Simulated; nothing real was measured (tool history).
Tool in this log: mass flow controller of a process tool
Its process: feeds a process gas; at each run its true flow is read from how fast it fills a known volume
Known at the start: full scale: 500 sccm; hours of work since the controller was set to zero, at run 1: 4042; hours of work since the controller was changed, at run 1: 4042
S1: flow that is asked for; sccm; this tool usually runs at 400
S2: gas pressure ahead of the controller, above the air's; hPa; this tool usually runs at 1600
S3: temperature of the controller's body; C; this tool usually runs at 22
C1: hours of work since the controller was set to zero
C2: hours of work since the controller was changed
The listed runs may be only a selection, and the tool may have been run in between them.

{"run": 1, "day": 0.0, "S1": 400, "S2": 1600, "S3": 22, "C1": 4042, "C2": 4042, "true flow (%)": 101.27}
{"run": 2, "day": 1.829, "S1": 400, "S2": 1600, "S3": 22, "C1": 4065, "C2": 4065, "true flow (%)": 101.2}
{"run": 3, "day": 4.792, "S1": 400, "S2": 1600, "S3": 22, "C1": 4101, "C2": 4101, "true flow (%)": 101.27}
{"run": 4, "day": 7.208, "S1": 400, "S2": 1600, "S3": 22, "C1": 4131, "C2": 4131, "true flow (%)": 101.22}
{"run": 5, "day": 10.342, "S1": 400, "S2": 1600, "S3": 22, "C1": 4169, "C2": 4169, "true flow (%)": 101.25}
{"run": 6, "day": 13.538, "S1": 400, "S2": 1600, "S3": 22, "C1": 4209, "C2": 4209, "true flow (%)": 101.31}
{"run": 7, "day": 15.808, "S1": 400, "S2": 1600, "S3": 22, "C1": 4237, "C2": 4237, "true flow (%)": 101.33}
{"run": 8, "day": 17.562, "S1": 400, "S2": 1600, "S3": 22, "C1": 4258, "C2": 4258, "true flow (%)": 101.27}
{"run": 9, "day": 20.179, "S1": 400, "S2": 1600, "S3": 22, "C1": 4290, "C2": 4290, "true flow (%)": 101.34}
{"run": 10, "day": 23.229, "S1": 400, "S2": 1600, "S3": 22, "C1": 4328, "C2": 4328, "true flow (%)": 101.43}
{"run": 11, "day": 25.883, "S1": 400, "S2": 1600, "S3": 22, "C1": 4361, "C2": 4361, "true flow (%)": 101.47}
{"run": 12, "day": 28.675, "S1": 96, "S2": 1600, "S3": 26, "C1": 4395, "C2": 4395, "true flow (%)": 102.1}
{"run": 13, "day": 31.929, "S1": 397, "S2": 2600, "S3": 37, "C1": 4435, "C2": 4435, "true flow (%)": 102.54}
{"run": 14, "day": 33.596, "S1": 400, "S2": 1600, "S3": 33, "C1": 4455, "C2": 4455, "true flow (%)": 101.94}
{"run": 15, "day": 36.454, "S1": 418, "S2": 1600, "S3": 36, "C1": 4491, "C2": 4491, "true flow (%)": 102.19}
{"run": 16, "day": 39.312, "S1": 400, "S2": 1620, "S3": 22, "C1": 4526, "C2": 4526, "true flow (%)": 101.57}
{"run": 17, "day": 42.004, "S1": 245, "S2": 1510, "S3": 22, "C1": 4559, "C2": 4559, "true flow (%)": 101.29}
{"run": 18, "day": 44.417, "S1": 400, "S2": 1770, "S3": 22, "C1": 4588, "C2": 4588, "true flow (%)": 101.63}
{"run": 19, "day": 45.808, "S1": 268, "S2": 2390, "S3": 22, "C1": 4606, "C2": 4606, "true flow (%)": 101.44}
{"run": 20, "day": 48.858, "S1": 277, "S2": 1600, "S3": 25, "C1": 4643, "C2": 4643, "true flow (%)": 101.63}

Per-run results on a tool with no hidden state, each run keeping its own random variation:
Hidden state present: flow at rest that the sensor doesn't see, % of full scale; true flow over the shown one, %; drift of the gauge itself on true_pct, %.
run=1 true_flow_(%)=99.33
run=2 true_flow_(%)=99.24
run=3 true_flow_(%)=99.30
run=4 true_flow_(%)=99.23
run=5 true_flow_(%)=99.24
run=6 true_flow_(%)=99.28
run=7 true_flow_(%)=99.29
run=8 true_flow_(%)=99.22
run=9 true_flow_(%)=99.28
run=10 true_flow_(%)=99.35
run=11 true_flow_(%)=99.36
run=12 true_flow_(%)=98.37
run=13 true_flow_(%)=100.40
run=14 true_flow_(%)=99.80
run=15 true_flow_(%)=100.05
run=16 true_flow_(%)=99.39
run=17 true_flow_(%)=98.76
run=18 true_flow_(%)=99.41
run=19 true_flow_(%)=98.95
run=20 true_flow_(%)=99.15
